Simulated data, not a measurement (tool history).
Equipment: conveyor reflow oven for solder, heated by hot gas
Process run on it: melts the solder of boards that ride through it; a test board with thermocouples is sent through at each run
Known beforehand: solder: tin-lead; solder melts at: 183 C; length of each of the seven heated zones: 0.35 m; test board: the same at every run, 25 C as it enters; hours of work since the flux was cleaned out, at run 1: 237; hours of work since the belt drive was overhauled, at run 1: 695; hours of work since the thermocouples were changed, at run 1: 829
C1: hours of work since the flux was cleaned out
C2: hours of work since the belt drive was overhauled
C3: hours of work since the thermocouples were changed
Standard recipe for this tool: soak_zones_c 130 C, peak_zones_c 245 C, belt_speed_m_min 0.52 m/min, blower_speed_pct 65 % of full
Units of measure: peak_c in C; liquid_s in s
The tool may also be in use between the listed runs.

run 1 hour=0 | soak_zones_c=130 peak_zones_c=245 belt_speed_m_min=0.52 blower_speed_pct=65 | C1=237 C2=695 C3=829 | peak_c=228.4 liquid_s=66.5
run 2 hour=92.7 | soak_zones_c=130 peak_zones_c=245 belt_speed_m_min=0.52 blower_speed_pct=65 | C1=284 C2=742 C3=876 | peak_c=228.6 liquid_s=66.5
run 3 hour=150.2 | soak_zones_c=130 peak_zones_c=245 belt_speed_m_min=0.463 blower_speed_pct=65 | C1=313 C2=772 C3=906 | peak_c=232.7 liquid_s=77.9
-- hour=161.7 flux residue cleaned out of gas plates and filters
run 4 hour=206.9 | soak_zones_c=130 peak_zones_c=258 belt_speed_m_min=0.52 blower_speed_pct=65 | C1=23 C2=798 C3=932 | peak_c=241.6 liquid_s=74.1
run 5 hour=247.9 | soak_zones_c=130 peak_zones_c=258 belt_speed_m_min=0.52 blower_speed_pct=65 | C1=44 C2=819 C3=953 | peak_c=241.7 liquid_s=74.2
run 6 hour=290.4 | soak_zones_c=130 peak_zones_c=245 belt_speed_m_min=0.52 blower_speed_pct=65 | C1=66 C2=841 C3=975 | peak_c=229.7 liquid_s=67.1
run 7 hour=384.6 | soak_zones_c=130 peak_zones_c=235 belt_speed_m_min=0.52 blower_speed_pct=65 | C1=114 C2=889 C3=1023 | peak_c=221.1 liquid_s=61.3
run 8 hour=425.1 | soak_zones_c=130 peak_zones_c=235 belt_speed_m_min=0.52 blower_speed_pct=65 | C1=135 C2=910 C3=1044 | peak_c=220.9 liquid_s=61.3
run 9 hour=468.6 | soak_zones_c=130 peak_zones_c=245 belt_speed_m_min=0.52 blower_speed_pct=65 | C1=157 C2=932 C3=1066 | peak_c=229.5 liquid_s=67.4
run 10 hour=559.3 | soak_zones_c=130 peak_zones_c=245 belt_speed_m_min=0.52 blower_speed_pct=65 | C1=203 C2=978 C3=1112 | peak_c=229.5 liquid_s=67.5
-- hour=567.6 belt drive overhauled, speed set with a stopwatch
-- hour=607.4 thermocouples of zones 6 and 7 changed
run 11 hour=650.7 | soak_zones_c=130 peak_zones_c=245 belt_speed_m_min=0.52 blower_speed_pct=65 | C1=247 C2=41 C3=22 | peak_c=227 liquid_s=66.6
run 12 hour=722 | soak_zones_c=130 peak_zones_c=245 belt_speed_m_min=0.52 blower_speed_pct=65 | C1=283 C2=78 C3=59 | peak_c=227.2 liquid_s=66.3
-- hour=797.4 flux residue cleaned out of gas plates and filters
run 13 hour=804.3 | soak_zones_c=130 peak_zones_c=245 belt_speed_m_min=0.52 blower_speed_pct=65 | C1=4 C2=117 C3=98 | peak_c=228.7 liquid_s=67.3
run 14 hour=892.2 | soak_zones_c=130 peak_zones_c=245 belt_speed_m_min=0.52 blower_speed_pct=65 | C1=48 C2=162 C3=143 | peak_c=228.6 liquid_s=67.4
run 15 hour=979.5 | soak_zones_c=124 peak_zones_c=249 belt_speed_m_min=0.557 blower_speed_pct=54 | C1=93 C2=207 C3=188 | peak_c=224.6 liquid_s=58.2

What will run 16 give?
run 16 hour=1064.3 | soak_zones_c=124 peak_zones_c=249 belt_speed_m_min=0.557 blower_speed_pct=54 | C1=136 C2=250 C3=231 | peak_c=? liquid_s=?

For run 16 the tool returned peak_c 224.5 C, liquid_s 58 s.
Had the tool carried no hidden state, the very same run would have given peak_c 223.2 C, liquid_s 55.8 s.
